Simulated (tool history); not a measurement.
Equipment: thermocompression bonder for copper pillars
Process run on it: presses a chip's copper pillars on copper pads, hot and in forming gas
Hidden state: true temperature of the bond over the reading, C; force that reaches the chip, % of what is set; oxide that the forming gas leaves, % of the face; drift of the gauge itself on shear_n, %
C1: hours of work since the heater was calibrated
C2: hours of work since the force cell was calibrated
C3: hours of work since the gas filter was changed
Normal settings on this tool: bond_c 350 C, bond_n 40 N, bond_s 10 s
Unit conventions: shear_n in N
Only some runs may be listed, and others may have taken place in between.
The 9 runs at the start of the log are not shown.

{"run": 10, "hour": 212.6, "bond_c": 350, "bond_n": 40, "bond_s": 10, "C1": 813, "C2": 194, "C3": 87, "shear_n": 62.6}
{"run": 11, "hour": 247.1, "bond_c": 350, "bond_n": 40, "bond_s": 25, "C1": 840, "C2": 221, "C3": 114, "shear_n": 83.8}
{"run": 12, "hour": 278.2, "bond_c": 350, "bond_n": 40, "bond_s": 25, "C1": 864, "C2": 245, "C3": 138, "shear_n": 83.6}
{"run": 13, "hour": 303.2, "bond_c": 350, "bond_n": 50, "bond_s": 10, "C1": 884, "C2": 265, "C3": 158, "shear_n": 74.1}
{"run": 14, "hour": 328.8, "bond_c": 350, "bond_n": 50, "bond_s": 10, "C1": 904, "C2": 285, "C3": 178, "shear_n": 74.1}
{"run": 15, "hour": 357.1, "bond_c": 350, "bond_n": 50, "bond_s": 10, "C1": 926, "C2": 307, "C3": 200, "shear_n": 73.5}
{"run": 16, "hour": 372.2, "bond_c": 350, "bond_n": 31, "bond_s": 24, "C1": 938, "C2": 319, "C3": 212, "shear_n": 69.2}
{"hour": 375.5, "done": "force cell calibrated"}
{"run": 17, "hour": 404.2, "bond_c": 350, "bond_n": 31, "bond_s": 24, "C1": 962, "C2": 23, "C3": 236, "shear_n": 67.6}
{"run": 18, "hour": 425.9, "bond_c": 350, "bond_n": 31, "bond_s": 15, "C1": 979, "C2": 40, "C3": 253, "shear_n": 57.2}
{"hour": 439.5, "done": "heater calibrated with a thermocouple chip"}
{"run": 19, "hour": 458.3, "bond_c": 349, "bond_n": 31, "bond_s": 15, "C1": 15, "C2": 63, "C3": 277, "shear_n": 51.4}
{"run": 20, "hour": 480.5, "bond_c": 361, "bond_n": 36, "bond_s": 21, "C1": 32, "C2": 81, "C3": 294, "shear_n": 71.9}
{"run": 21, "hour": 510.6, "bond_c": 350, "bond_n": 42, "bond_s": 10, "C1": 56, "C2": 104, "C3": 318, "shear_n": 57.4}
{"hour": 525.8, "done": "force cell calibrated, once more"}
{"run": 22, "hour": 534.2, "bond_c": 350, "bond_n": 50, "bond_s": 9, "C1": 73, "C2": 7, "C3": 335, "shear_n": 65.5}
{"run": 23, "hour": 551.0, "bond_c": 366, "bond_n": 34, "bond_s": 9, "C1": 86, "C2": 20, "C3": 348, "shear_n": 55.2}
{"run": 24, "hour": 570.9, "bond_c": 321, "bond_n": 40, "bond_s": 10, "C1": 102, "C2": 35, "C3": 364, "shear_n": 42.9}
{"run": 25, "hour": 590.7, "bond_c": 347, "bond_n": 34, "bond_s": 28, "C1": 117, "C2": 51, "C3": 379, "shear_n": 70.4}
{"run": 26, "hour": 611.4, "bond_c": 347, "bond_n": 34, "bond_s": 28, "C1": 134, "C2": 67, "C3": 396, "shear_n": 69.7}
{"run": 27, "hour": 628.5, "bond_c": 350, "bond_n": 60, "bond_s": 10, "C1": 147, "C2": 81, "C3": 409, "shear_n": 77.2}
{"run": 28, "hour": 660.1, "bond_c": 350, "bond_n": 48, "bond_s": 10, "C1": 172, "C2": 105, "C3": 434, "shear_n": 65.1}
{"hour": 663.7, "done": "forming gas filter changed"}
{"run": 29, "hour": 678.9, "bond_c": 325, "bond_n": 40, "bond_s": 5, "C1": 186, "C2": 120, "C3": 12, "shear_n": 35.8}
{"run": 30, "hour": 708.2, "bond_c": 331, "bond_n": 32, "bond_s": 23, "C1": 209, "C2": 143, "C3": 35, "shear_n": 57.8}

Forecast each of these 5 alternatives for the next run:
{"run": "A", "hour": 730.2, "bond_c": 331, "bond_n": 32, "bond_s": 21, "C1": 227, "C2": 160, "C3": 52, "shear_n": "?"}
{"run": "B", "hour": 730.2, "bond_c": 345, "bond_n": 30, "bond_s": 19, "C1": 227, "C2": 160, "C3": 52, "shear_n": "?"}
{"run": "C", "hour": 730.2, "bond_c": 368, "bond_n": 60, "bond_s": 9, "C1": 227, "C2": 160, "C3": 52, "shear_n": "?"}
{"run": "D", "hour": 730.2, "bond_c": 331, "bond_n": 34, "bond_s": 23, "C1": 227, "C2": 160, "C3": 52, "shear_n": "?"}
{"run": "E", "hour": 730.2, "bond_c": 351, "bond_n": 40, "bond_s": 15, "C1": 227, "C2": 160, "C3": 52, "shear_n": "?"}

run=A shear_n=55.2
run=B shear_n=57.2
run=C shear_n=89.8
run=D shear_n=59.9
run=E shear_n=69.7
Without the tool's unlogged condition, the same runs would have read:
run=A shear_n=54.9
run=B shear_n=56.9
run=C shear_n=89.8
run=D shear_n=59.5
run=E shear_n=69.5
